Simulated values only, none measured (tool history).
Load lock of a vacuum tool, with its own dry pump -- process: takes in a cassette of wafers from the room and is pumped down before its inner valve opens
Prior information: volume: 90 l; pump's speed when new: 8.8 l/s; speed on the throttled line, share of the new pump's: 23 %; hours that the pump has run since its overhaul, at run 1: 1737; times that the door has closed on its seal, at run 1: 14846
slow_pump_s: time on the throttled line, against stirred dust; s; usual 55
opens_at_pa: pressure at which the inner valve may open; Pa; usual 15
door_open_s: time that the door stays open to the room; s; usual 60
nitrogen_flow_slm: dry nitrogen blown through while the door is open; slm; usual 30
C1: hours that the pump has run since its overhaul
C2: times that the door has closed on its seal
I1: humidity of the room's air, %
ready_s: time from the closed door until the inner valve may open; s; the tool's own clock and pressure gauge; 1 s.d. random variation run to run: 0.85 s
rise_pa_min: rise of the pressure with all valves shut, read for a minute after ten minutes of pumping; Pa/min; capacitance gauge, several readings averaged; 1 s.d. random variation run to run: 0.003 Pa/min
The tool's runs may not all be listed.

run 1 day=0.000 | slow_pump_s=55 opens_at_pa=15 door_open_s=60 nitrogen_flow_slm=30 | C1=1737 C2=14846 | I1=46.2 | ready_s=136.3 rise_pa_min=0.096
run 2 day=6.696 | slow_pump_s=55 opens_at_pa=15 door_open_s=60 nitrogen_flow_slm=30 | C1=1897 C2=15465 | I1=45.1 | ready_s=137.7 rise_pa_min=0.102
run 3 day=13.571 | slow_pump_s=55 opens_at_pa=15 door_open_s=60 nitrogen_flow_slm=30 | C1=2062 C2=16100 | I1=44.2 | ready_s=136.2 rise_pa_min=0.106
run 4 day=18.162 | slow_pump_s=55 opens_at_pa=15 door_open_s=60 nitrogen_flow_slm=30 | C1=2173 C2=16525 | I1=44.7 | ready_s=136.4 rise_pa_min=0.107
run 5 day=22.567 | slow_pump_s=55 opens_at_pa=15 door_open_s=60 nitrogen_flow_slm=30 | C1=2278 C2=16932 | I1=45.4 | ready_s=136.8 rise_pa_min=0.109
run 6 day=29.221 | slow_pump_s=55 opens_at_pa=15 door_open_s=60 nitrogen_flow_slm=30 | C1=2438 C2=17546 | I1=45.8 | ready_s=137.2 rise_pa_min=0.120
run 7 day=35.046 | slow_pump_s=55 opens_at_pa=15 door_open_s=60 nitrogen_flow_slm=30 | C1=2578 C2=18085 | I1=43.6 | ready_s=138.9 rise_pa_min=0.125
run 8 day=40.425 | slow_pump_s=55 opens_at_pa=15 door_open_s=60 nitrogen_flow_slm=30 | C1=2707 C2=18582 | I1=43.6 | ready_s=136.8 rise_pa_min=0.132
run 9 day=45.367 | slow_pump_s=55 opens_at_pa=15 door_open_s=60 nitrogen_flow_slm=30 | C1=2825 C2=19039 | I1=44.0 | ready_s=137.3 rise_pa_min=0.142
run 10 day=52.433 | slow_pump_s=55 opens_at_pa=15 door_open_s=60 nitrogen_flow_slm=30 | C1=2995 C2=19692 | I1=43.7 | ready_s=139.5 rise_pa_min=0.140
run 11 day=57.142 | slow_pump_s=87 opens_at_pa=15 door_open_s=60 nitrogen_flow_slm=30 | C1=3108 C2=20127 | I1=42.2 | ready_s=161.9 rise_pa_min=0.150
run 12 day=61.808 | slow_pump_s=80 opens_at_pa=15 door_open_s=60 nitrogen_flow_slm=30 | C1=3220 C2=20558 | I1=42.0 | ready_s=157.9 rise_pa_min=0.152
run 13 day=68.008 | slow_pump_s=55 opens_at_pa=15 door_open_s=60 nitrogen_flow_slm=30 | C1=3369 C2=21132 | I1=43.9 | ready_s=138.3 rise_pa_min=0.160
run 14 day=75.383 | slow_pump_s=55 opens_at_pa=15 door_open_s=60 nitrogen_flow_slm=30 | C1=3546 C2=21813 | I1=43.6 | ready_s=139.7 rise_pa_min=0.170
run 15 day=78.779 | slow_pump_s=55 opens_at_pa=15 door_open_s=60 nitrogen_flow_slm=30 | C1=3627 C2=22127 | I1=41.4 | ready_s=140.4 rise_pa_min=0.171
run 16 day=83.679 | slow_pump_s=41 opens_at_pa=15 door_open_s=60 nitrogen_flow_slm=30 | C1=3745 C2=22580 | I1=44.5 | ready_s=131.4 rise_pa_min=0.176
run 17 day=87.579 | slow_pump_s=55 opens_at_pa=15 door_open_s=82 nitrogen_flow_slm=30 | C1=3839 C2=22940 | I1=46.0 | ready_s=139.8 rise_pa_min=0.186
run 18 day=90.829 | slow_pump_s=55 opens_at_pa=15 door_open_s=82 nitrogen_flow_slm=30 | C1=3917 C2=23241 | I1=43.1 | ready_s=140.4 rise_pa_min=0.187
run 19 day=98.217 | slow_pump_s=55 opens_at_pa=15 door_open_s=82 nitrogen_flow_slm=30 | C1=4094 C2=23924 | I1=46.5 | ready_s=140.9 rise_pa_min=0.203
run 20 day=101.208 | slow_pump_s=95 opens_at_pa=13 door_open_s=186 nitrogen_flow_slm=4 | C1=4166 C2=24200 | I1=47.2 | ready_s=173.2 rise_pa_min=0.230
run 21 day=108.008 | slow_pump_s=100 opens_at_pa=15 door_open_s=153 nitrogen_flow_slm=30 | C1=4329 C2=24829 | I1=47.8 | ready_s=173.6 rise_pa_min=0.216
run 22 day=112.442 | slow_pump_s=100 opens_at_pa=15 door_open_s=93 nitrogen_flow_slm=37 | C1=4435 C2=25238 | I1=46.1 | ready_s=177.4 rise_pa_min=0.215
run 23 day=116.829 | slow_pump_s=90 opens_at_pa=18 door_open_s=32 nitrogen_flow_slm=24 | C1=4540 C2=25644 | I1=44.6 | ready_s=164.8 rise_pa_min=0.222
-- day=118.088 door's seal changed, seat wiped
run 24 day=122.233 | slow_pump_s=77 opens_at_pa=20 door_open_s=112 nitrogen_flow_slm=8 | C1=4669 C2=383 | I1=43.7 | ready_s=155.1 rise_pa_min=0.023
run 25 day=127.521 | slow_pump_s=77 opens_at_pa=20 door_open_s=112 nitrogen_flow_slm=8 | C1=4796 C2=872 | I1=45.1 | ready_s=156.3 rise_pa_min=0.026
run 26 day=131.900 | slow_pump_s=55 opens_at_pa=13 door_open_s=67 nitrogen_flow_slm=30 | C1=4901 C2=1277 | I1=44.7 | ready_s=144.3 rise_pa_min=0.013
run 27 day=139.058 | slow_pump_s=55 opens_at_pa=13 door_open_s=175 nitrogen_flow_slm=13 | C1=5072 C2=1939 | I1=45.0 | ready_s=144.7 rise_pa_min=0.024
run 28 day=144.542 | slow_pump_s=55 opens_at_pa=13 door_open_s=175 nitrogen_flow_slm=13 | C1=5204 C2=2445 | I1=46.7 | ready_s=145.2 rise_pa_min=0.030
run 29 day=151.588 | slow_pump_s=55 opens_at_pa=13 door_open_s=175 nitrogen_flow_slm=13 | C1=5373 C2=3097 | I1=41.5 | ready_s=146.9 rise_pa_min=0.028
run 30 day=156.183 | slow_pump_s=55 opens_at_pa=13 door_open_s=60 nitrogen_flow_slm=38 | C1=5483 C2=3521 | I1=45.9 | ready_s=147.1 rise_pa_min=0.023
run 31 day=161.975 | slow_pump_s=55 opens_at_pa=23 door_open_s=238 nitrogen_flow_slm=38 | C1=5622 C2=4057 | I1=44.0 | ready_s=138.3 rise_pa_min=0.029
run 32 day=168.108 | slow_pump_s=105 opens_at_pa=11 door_open_s=60 nitrogen_flow_slm=12 | C1=5770 C2=4624 | I1=46.7 | ready_s=182.4 rise_pa_min=0.034
run 33 day=174.746 | slow_pump_s=105 opens_at_pa=30 door_open_s=60 nitrogen_flow_slm=35 | C1=5929 C2=5237 | I1=44.2 | ready_s=173.1 rise_pa_min=0.025
run 34 day=178.888 | slow_pump_s=45 opens_at_pa=17 door_open_s=41 nitrogen_flow_slm=8 | C1=6028 C2=5620 | I1=46.6 | ready_s=135.2 rise_pa_min=0.039
run 35 day=183.196 | slow_pump_s=84 opens_at_pa=17 door_open_s=41 nitrogen_flow_slm=16 | C1=6132 C2=6018 | I1=43.4 | ready_s=166.0 rise_pa_min=0.040
run 36 day=187.596 | slow_pump_s=84 opens_at_pa=17 door_open_s=41 nitrogen_flow_slm=16 | C1=6237 C2=6425 | I1=44.2 | ready_s=162.9 rise_pa_min=0.036

What differs in the tool's unlogged condition from the final listed run ahead of each entry between runs to the first listed run following it?
Runs 23 to 24: door's seal changed, seat wiped (day 118.088)
  pump's speed, % of a new pump's: 89.8 -> 89.5; leak at the door's seal, Pa l/s: 0.3205 -> 0.0035
  the result without the hidden state subtracted from the measured one, ready_s: +7.7 -> +8.1 s; rise_pa_min: +0.213 -> +0.001 Pa/min

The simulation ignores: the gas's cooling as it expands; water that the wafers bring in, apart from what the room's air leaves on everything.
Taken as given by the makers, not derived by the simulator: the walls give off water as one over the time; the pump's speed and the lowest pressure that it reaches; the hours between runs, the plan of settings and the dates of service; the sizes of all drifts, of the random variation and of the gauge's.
